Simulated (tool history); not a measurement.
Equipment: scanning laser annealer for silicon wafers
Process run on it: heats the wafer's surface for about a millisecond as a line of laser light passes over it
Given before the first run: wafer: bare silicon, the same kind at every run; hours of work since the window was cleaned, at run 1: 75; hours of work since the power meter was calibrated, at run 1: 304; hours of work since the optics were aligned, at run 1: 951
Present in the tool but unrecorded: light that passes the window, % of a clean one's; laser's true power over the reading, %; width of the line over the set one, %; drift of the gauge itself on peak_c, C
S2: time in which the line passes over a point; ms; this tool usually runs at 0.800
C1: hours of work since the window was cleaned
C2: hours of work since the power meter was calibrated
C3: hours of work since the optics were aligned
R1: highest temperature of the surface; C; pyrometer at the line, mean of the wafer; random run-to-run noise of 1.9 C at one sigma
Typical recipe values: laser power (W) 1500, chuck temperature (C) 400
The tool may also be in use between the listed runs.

{"run": 1, "day": 0.0, "laser power (W)": 1500, "S2": 0.8, "chuck temperature (C)": 400, "C1": 75, "C2": 304, "C3": 951, "R1": 1223}
{"run": 2, "day": 0.271, "laser power (W)": 1597, "S2": 0.8, "chuck temperature (C)": 400, "C1": 80, "C2": 309, "C3": 956, "R1": 1277}
{"run": 3, "day": 0.496, "laser power (W)": 1500, "S2": 0.564, "chuck temperature (C)": 400, "C1": 84, "C2": 313, "C3": 960, "R1": 1089}
{"run": 4, "day": 0.829, "laser power (W)": 1500, "S2": 0.8, "chuck temperature (C)": 400, "C1": 90, "C2": 319, "C3": 966, "R1": 1221}
{"run": 5, "day": 1.271, "laser power (W)": 1500, "S2": 0.8, "chuck temperature (C)": 400, "C1": 98, "C2": 327, "C3": 974, "R1": 1224}
{"run": 6, "day": 1.475, "laser power (W)": 1500, "S2": 0.8, "chuck temperature (C)": 400, "C1": 102, "C2": 331, "C3": 978, "R1": 1224}
{"run": 7, "day": 1.912, "laser power (W)": 1468, "S2": 0.8, "chuck temperature (C)": 400, "C1": 110, "C2": 339, "C3": 986, "R1": 1204}
{"run": 8, "day": 2.279, "laser power (W)": 1631, "S2": 0.8, "chuck temperature (C)": 400, "C1": 116, "C2": 346, "C3": 992, "R1": 1288}
{"run": 9, "day": 2.704, "laser power (W)": 1631, "S2": 0.912, "chuck temperature (C)": 400, "C1": 124, "C2": 353, "C3": 1000, "R1": 1352}
{"run": 10, "day": 3.104, "laser power (W)": 1551, "S2": 0.8, "chuck temperature (C)": 400, "C1": 131, "C2": 361, "C3": 1008, "R1": 1247}
{"day": 3.333, "done": "optics aligned, line set to its width"}
{"run": 11, "day": 3.667, "laser power (W)": 1551, "S2": 0.8, "chuck temperature (C)": 400, "C1": 138, "C2": 367, "C3": 6, "R1": 1241}
{"run": 12, "day": 3.992, "laser power (W)": 1551, "S2": 0.8, "chuck temperature (C)": 400, "C1": 144, "C2": 373, "C3": 12, "R1": 1244}
{"run": 13, "day": 4.217, "laser power (W)": 1500, "S2": 0.8, "chuck temperature (C)": 400, "C1": 148, "C2": 377, "C3": 16, "R1": 1216}
{"run": 14, "day": 4.425, "laser power (W)": 1500, "S2": 0.8, "chuck temperature (C)": 400, "C1": 152, "C2": 381, "C3": 20, "R1": 1219}
{"run": 15, "day": 4.638, "laser power (W)": 1500, "S2": 0.8, "chuck temperature (C)": 400, "C1": 156, "C2": 385, "C3": 24, "R1": 1216}
{"run": 16, "day": 5.067, "laser power (W)": 1500, "S2": 0.8, "chuck temperature (C)": 400, "C1": 163, "C2": 393, "C3": 32, "R1": 1216}
{"run": 17, "day": 5.267, "laser power (W)": 1500, "S2": 0.8, "chuck temperature (C)": 400, "C1": 167, "C2": 396, "C3": 35, "R1": 1216}
{"day": 5.804, "done": "optics aligned, line set to its width, once more"}
{"run": 18, "day": 5.875, "laser power (W)": 1500, "S2": 0.8, "chuck temperature (C)": 400, "C1": 174, "C2": 404, "C3": 1, "R1": 1220}
{"run": 19, "day": 6.308, "laser power (W)": 1603, "S2": 0.918, "chuck temperature (C)": 400, "C1": 182, "C2": 412, "C3": 9, "R1": 1336}
{"run": 20, "day": 6.729, "laser power (W)": 1297, "S2": 0.919, "chuck temperature (C)": 390, "C1": 190, "C2": 419, "C3": 17, "R1": 1156}
{"run": 21, "day": 7.079, "laser power (W)": 1304, "S2": 0.655, "chuck temperature (C)": 370, "C1": 196, "C2": 426, "C3": 23, "R1": 1018}
{"run": 22, "day": 7.271, "laser power (W)": 1402, "S2": 0.749, "chuck temperature (C)": 430, "C1": 200, "C2": 429, "C3": 27, "R1": 1171}
{"run": 23, "day": 7.467, "laser power (W)": 1617, "S2": 0.686, "chuck temperature (C)": 365, "C1": 203, "C2": 433, "C3": 30, "R1": 1176}
{"run": 24, "day": 7.7, "laser power (W)": 1335, "S2": 0.873, "chuck temperature (C)": 409, "C1": 208, "C2": 437, "C3": 35, "R1": 1174}
{"run": 25, "day": 7.896, "laser power (W)": 1335, "S2": 0.873, "chuck temperature (C)": 409, "C1": 211, "C2": 440, "C3": 38, "R1": 1176}
{"run": 26, "day": 8.171, "laser power (W)": 1290, "S2": 0.686, "chuck temperature (C)": 400, "C1": 216, "C2": 446, "C3": 43, "R1": 1054}
{"run": 27, "day": 8.383, "laser power (W)": 1290, "S2": 0.686, "chuck temperature (C)": 400, "C1": 220, "C2": 449, "C3": 47, "R1": 1051}
{"run": 28, "day": 8.721, "laser power (W)": 1631, "S2": 0.712, "chuck temperature (C)": 436, "C1": 226, "C2": 456, "C3": 53, "R1": 1262}
{"run": 29, "day": 8.938, "laser power (W)": 1377, "S2": 0.868, "chuck temperature (C)": 366, "C1": 230, "C2": 459, "C3": 57, "R1": 1154}
{"run": 30, "day": 9.283, "laser power (W)": 1387, "S2": 0.586, "chuck temperature (C)": 400, "C1": 236, "C2": 466, "C3": 63, "R1": 1043}
{"run": 31, "day": 9.483, "laser power (W)": 1304, "S2": 0.586, "chuck temperature (C)": 400, "C1": 240, "C2": 469, "C3": 67, "R1": 1010}
{"run": 32, "day": 9.892, "laser power (W)": 1443, "S2": 0.85, "chuck temperature (C)": 400, "C1": 248, "C2": 477, "C3": 75, "R1": 1206}
{"run": 33, "day": 10.15, "laser power (W)": 1443, "S2": 0.85, "chuck temperature (C)": 400, "C1": 252, "C2": 482, "C3": 79, "R1": 1208}
{"run": 34, "day": 10.592, "laser power (W)": 1443, "S2": 0.958, "chuck temperature (C)": 411, "C1": 260, "C2": 490, "C3": 87, "R1": 1270}
{"run": 35, "day": 10.912, "laser power (W)": 1443, "S2": 0.958, "chuck temperature (C)": 424, "C1": 266, "C2": 495, "C3": 93, "R1": 1278}

Table of differences, measured result less the result of that run with no hidden state. Run-to-run variation is the same in both. Gauge scatter possibly is not:
run=1 R1=-12
run=2 R1=-13
run=3 R1=-11
run=4 R1=-14
run=5 R1=-14
run=6 R1=-14
run=7 R1=-15
run=8 R1=-17
run=9 R1=-19
run=10 R1=-18
run=11 R1=-19
run=12 R1=-20
run=13 R1=-19
run=14 R1=-20
run=15 R1=-20
run=16 R1=-21
run=17 R1=-22
run=18 R1=-18
run=19 R1=-22
run=20 R1=-18
run=21 R1=-16
run=22 R1=-18
run=23 R1=-20
run=24 R1=-20
run=25 R1=-20
run=26 R1=-18
run=27 R1=-18
run=28 R1=-23
run=29 R1=-22
run=30 R1=-19
run=31 R1=-18
run=32 R1=-24
run=33 R1=-25
run=34 R1=-27
run=35 R1=-28
